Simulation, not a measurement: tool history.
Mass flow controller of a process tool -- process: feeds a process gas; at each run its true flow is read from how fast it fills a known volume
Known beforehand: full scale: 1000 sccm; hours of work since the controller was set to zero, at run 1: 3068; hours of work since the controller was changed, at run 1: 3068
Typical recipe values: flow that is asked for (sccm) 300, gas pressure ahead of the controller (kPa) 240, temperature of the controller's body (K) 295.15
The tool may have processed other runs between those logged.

run    hour  flow that is asked for (sccm)  gas pressure ahead of the controller (kPa)  temperature of the controller's body (K)  hours of work since the controller was set to zero  hours of work since the controller was changed  true flow (%)
  1       0                            300                                         240                                    295.15                                                3068                                            3068          98.13
  2   107.2                            300                                         240                                    295.15                                                3134                                            3134          98.16
  3     308                            300                                         240                                    295.15                                                3258                                            3258          98.06
  4   501.6                            300                                         240                                    295.15                                                3377                                            3377          98.06
  5   668.9                            300                                         240                                    295.15                                                3481                                            3481          97.87
  6   758.7                            300                                         144                                    295.15                                                3536                                            3536          97.29
  7   948.4                            300                                         144                                    295.15                                                3654                                            3654          97.16
  8  1092.3                            300                                         144                                    295.15                                                3742                                            3742          97.15
  9  1260.3                            300                                         144                                    295.15                                                3846                                            3846          96.95
 10  1469.7                            300                                         240                                    295.15                                                3976                                            3976          97.52
 11  1667.6                            300                                         240                                    295.15                                                4098                                            4098          97.57
 12  1827.4                            300                                         240                                    295.15                                                4197                                            4197          97.43
 13  2027.9                            300                                         240                                    295.15                                                4320                                            4320          97.43
 14  2212.9                            124                                         256                                    306.15                                                4435                                            4435           98.1
 15  2305.6                            124                                         256                                    306.15                                                4492                                            4492          98.07
 16  2393.6                            124                                         240                                    307.15                                                4546                                            4546          98.18
 17  2501.8                            125                                         240                                    295.15                                                4613                                            4613          96.63
 18  2659.1                            121                                         240                                    295.15                                                4710                                            4710          96.59
 19  2825.7                            121                                         178                                    300.15                                                4813                                            4813           96.8
 20  2926.6                            121                                         178                                    300.15                                                4876                                            4876          96.64
 21    3044                            607                                         237                                    311.15                                                4948                                            4948           99.5
 22  3230.5                            392                                         189                                    302.15                                                5064                                            5064          97.54
 23  3407.7                            392                                         189                                    302.15                                                5173                                            5173           97.4
 24  3553.6                            120                                         205                                    295.15                                                5263                                            5263          96.01
 25  3761.3                            266                                         220                                    297.15                                                5392                                            5392          96.58
     3854.2  -- gauge calibrated
 26  3854.2                            305                                         240                                    295.15                                                5449                                            5449           98.2

Consider 4 possible next runs. They are alternatives, not a sequence: every one starts from the tool as it was left by run 26. What does each give?
  A  3964.6                            524                                         240                                    293.15                                                5517                                            5517              ?
  B  3964.6                            305                                         245                                    307.15                                                5517                                            5517              ?
  C  3964.6                            298                                         254                                    295.15                                                5517                                            5517              ?
  D  3964.6                            133                                         153                                    313.15                                                5517                                            5517              ?

run  true flow (%)
  A          98.45
  B          99.63
  C          98.27
  D          99.33
Without the tool's unlogged condition, the same runs would have read:
run  true flow (%)
  A          98.51
  B          99.69
  C          98.33
  D           99.4
